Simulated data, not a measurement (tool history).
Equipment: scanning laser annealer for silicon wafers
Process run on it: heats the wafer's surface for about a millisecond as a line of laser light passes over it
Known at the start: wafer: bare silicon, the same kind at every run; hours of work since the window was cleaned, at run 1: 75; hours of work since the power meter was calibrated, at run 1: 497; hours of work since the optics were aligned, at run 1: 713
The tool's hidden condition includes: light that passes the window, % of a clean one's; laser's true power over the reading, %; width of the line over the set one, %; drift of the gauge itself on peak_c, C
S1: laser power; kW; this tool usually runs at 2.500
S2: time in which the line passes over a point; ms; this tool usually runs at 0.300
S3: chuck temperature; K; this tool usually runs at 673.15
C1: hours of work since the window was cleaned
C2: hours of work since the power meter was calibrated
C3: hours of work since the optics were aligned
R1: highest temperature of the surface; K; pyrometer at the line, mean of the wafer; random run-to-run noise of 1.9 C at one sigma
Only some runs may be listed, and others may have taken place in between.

run	hour	S1	S2	S3	C1	C2	C3	R1
1	0.0	2.500	0.300	673.15	75	497	713	1410.15
2	27.0	2.500	0.300	673.15	95	517	733	1409.15
3	40.0	2.233	0.300	673.15	104	527	743	1332.15
4	59.2	2.233	0.300	673.15	118	541	757	1332.15
5	80.4	2.233	0.300	637.15	134	556	772	1293.15
6	102.0	2.233	0.300	637.15	150	572	788	1294.15
7	122.0	2.650	0.300	637.15	165	587	803	1410.15
8	151.7	2.500	0.300	673.15	186	609	825	1403.15
9	166.2	2.609	0.300	673.15	197	619	835	1434.15
10	194.0	2.500	0.230	673.15	218	640	856	1323.15
11	223.2	2.500	0.230	673.15	239	661	877	1323.15
12	244.2	2.500	0.300	673.15	254	677	893	1398.15
# hour 251.6: optics aligned, line set to its width
13	279.7	2.500	0.300	673.15	277	699	21	1404.15
14	297.9	2.500	0.300	673.15	290	712	34	1404.15
15	327.6	2.500	0.300	673.15	312	734	56	1401.15
16	350.5	2.323	0.303	713.15	329	751	73	1392.15
17	367.6	2.599	0.363	673.15	342	764	85	1491.15
18	384.1	2.599	0.363	673.15	354	776	97	1493.15
19	397.9	2.139	0.236	662.15	364	786	108	1224.15
20	421.1	2.425	0.325	689.15	381	803	125	1418.15
21	444.5	2.425	0.325	689.15	398	820	142	1417.15
22	462.0	2.584	0.325	660.15	411	833	155	1431.15
23	484.5	2.709	0.220	692.15	427	850	171	1379.15
24	508.0	2.273	0.214	692.15	445	867	189	1262.15
25	521.6	2.322	0.327	692.15	455	877	199	1390.15
26	547.4	2.718	0.325	692.15	474	896	218	1500.15
27	573.0	2.170	0.220	692.15	493	915	236	1241.15
28	595.1	2.170	0.220	692.15	509	931	253	1239.15
# hour 601.1: window over the wafer cleaned
29	615.4	2.470	0.220	702.15	11	945	266	1351.15
30	635.9	2.562	0.303	655.15	26	960	281	1421.15

Hidden state or all else? Some run-to-run changes of R1, split into what the settings, what came in and random variation would give without the hidden state, and what is left for the hidden state (with any gauge scatter that isn't in both results):
Run 18 -> 19: S1 2.599 -> 2.139, S2 0.363 -> 0.236, S3 673.15 -> 662.15. R1 -269.00 K: hidden state +6.00, all else -275.00.
Run 19 -> 20: S1 2.139 -> 2.425, S2 0.236 -> 0.325, S3 662.15 -> 689.15. R1 +194.00 K: hidden state -5.00, all else +199.00.
Run 26 -> 27: S1 2.718 -> 2.170, S2 0.325 -> 0.220. R1 -259.00 K: hidden state +8.00, all else -267.00.
Run 28 -> 29: S1 2.170 -> 2.470, S3 692.15 -> 702.15, window over the wafer cleaned. R1 +112.00 K: hidden state +22.00, all else +90.00.
